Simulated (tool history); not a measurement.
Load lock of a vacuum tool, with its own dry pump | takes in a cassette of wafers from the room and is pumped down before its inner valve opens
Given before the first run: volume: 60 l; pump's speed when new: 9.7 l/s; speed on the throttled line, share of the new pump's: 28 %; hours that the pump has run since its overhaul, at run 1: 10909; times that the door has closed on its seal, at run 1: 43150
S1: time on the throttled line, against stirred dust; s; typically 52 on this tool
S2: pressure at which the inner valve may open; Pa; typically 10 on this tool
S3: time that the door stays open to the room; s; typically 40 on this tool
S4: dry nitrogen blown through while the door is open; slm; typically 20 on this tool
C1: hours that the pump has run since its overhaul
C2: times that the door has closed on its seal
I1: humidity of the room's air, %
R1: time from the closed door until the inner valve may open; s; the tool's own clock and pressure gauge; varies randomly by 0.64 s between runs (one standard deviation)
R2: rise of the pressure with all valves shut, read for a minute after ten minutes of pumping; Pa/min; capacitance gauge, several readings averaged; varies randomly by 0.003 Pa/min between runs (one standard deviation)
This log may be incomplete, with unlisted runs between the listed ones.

run 1 hour=0.0 | S1=52 S2=10 S3=40 S4=20 | C1=10909 C2=43150 | I1=45.7 | R1=100.6 R2=0.312
run 2 hour=336.0 | S1=52 S2=10 S3=40 S4=20 | C1=11245 C2=44147 | I1=47.5 | R1=101.7 R2=0.319
run 3 hour=653.8 | S1=52 S2=10 S3=40 S4=20 | C1=11563 C2=45090 | I1=48.1 | R1=100.8 R2=0.336
run 4 hour=813.4 | S1=52 S2=10 S3=40 S4=20 | C1=11722 C2=45563 | I1=46.3 | R1=100.7 R2=0.343
run 5 hour=1018.1 | S1=52 S2=10 S3=40 S4=20 | C1=11927 C2=46170 | I1=43.0 | R1=100.3 R2=0.345
run 6 hour=1278.0 | S1=52 S2=10 S3=40 S4=20 | C1=12187 C2=46941 | I1=44.2 | R1=102.1 R2=0.354
run 7 hour=1463.3 | S1=52 S2=10 S3=40 S4=20 | C1=12372 C2=47491 | I1=45.0 | R1=101.4 R2=0.364
run 8 hour=1700.8 | S1=52 S2=10 S3=40 S4=20 | C1=12610 C2=48195 | I1=46.2 | R1=101.8 R2=0.365
run 9 hour=2013.9 | S1=52 S2=10 S3=40 S4=5 | C1=12923 C2=49124 | I1=45.4 | R1=101.4 R2=0.396
run 10 hour=2238.0 | S1=52 S2=10 S3=40 S4=5 | C1=13147 C2=49789 | I1=45.3 | R1=102.3 R2=0.394
run 11 hour=2414.8 | S1=52 S2=10 S3=40 S4=5 | C1=13324 C2=50313 | I1=43.1 | R1=102.1 R2=0.394
run 12 hour=2732.4 | S1=52 S2=10 S3=40 S4=20 | C1=13641 C2=51256 | I1=46.3 | R1=100.8 R2=0.403
run 13 hour=2892.8 | S1=52 S2=10 S3=40 S4=20 | C1=13802 C2=51731 | I1=43.1 | R1=103.7 R2=0.413
run 14 hour=3050.4 | S1=52 S2=10 S3=40 S4=20 | C1=13959 C2=52199 | I1=45.3 | R1=102.9 R2=0.416
run 15 hour=3262.6 | S1=35 S2=10 S3=40 S4=20 | C1=14172 C2=52828 | I1=49.5 | R1=92.1 R2=0.417
run 16 hour=3567.1 | S1=35 S2=10 S3=40 S4=8 | C1=14476 C2=53732 | I1=44.3 | R1=91.1 R2=0.440
-- hour=3781.2 door's seal changed, seat wiped
run 17 hour=3899.1 | S1=52 S2=9 S3=40 S4=41 | C1=14807 C2=350 | I1=47.5 | R1=104.3 R2=0.021
run 18 hour=4241.2 | S1=52 S2=9 S3=40 S4=41 | C1=15149 C2=1365 | I1=47.0 | R1=105.8 R2=0.019
run 19 hour=4469.1 | S1=52 S2=8 S3=36 S4=6 | C1=15377 C2=2041 | I1=45.8 | R1=106.0 R2=0.032
run 20 hour=4796.9 | S1=52 S2=10 S3=142 S4=28 | C1=15704 C2=3013 | I1=44.1 | R1=104.0 R2=0.062
run 21 hour=5012.8 | S1=52 S2=10 S3=25 S4=20 | C1=15920 C2=3654 | I1=44.3 | R1=103.4 R2=0.028
run 22 hour=5234.7 | S1=52 S2=17 S3=25 S4=22 | C1=16142 C2=4312 | I1=47.1 | R1=99.8 R2=0.026
run 23 hour=5568.1 | S1=52 S2=18 S3=25 S4=12 | C1=16476 C2=5301 | I1=45.1 | R1=99.2 R2=0.032
run 24 hour=5851.3 | S1=52 S2=7 S3=40 S4=43 | C1=16759 C2=6141 | I1=45.4 | R1=107.2 R2=0.034
run 25 hour=6024.9 | S1=71 S2=12 S3=81 S4=7 | C1=16932 C2=6656 | I1=48.1 | R1=115.0 R2=0.070
run 26 hour=6316.3 | S1=52 S2=10 S3=40 S4=5 | C1=17224 C2=7520 | I1=48.2 | R1=105.6 R2=0.056

Hidden condition of the tool, last listed run before each entry between runs versus first listed run after:
From run 16 to run 17: door's seal changed, seat wiped (hour 3781.2)
  pump's speed, % of a new pump's: 84.2 -> 83.8; leak at the door's seal, Pa l/s: 0.4163 -> 0.0027
  measured minus no-state result, R1: +8.9 -> +8.6 s; R2: +0.408 -> +0.000 Pa/min
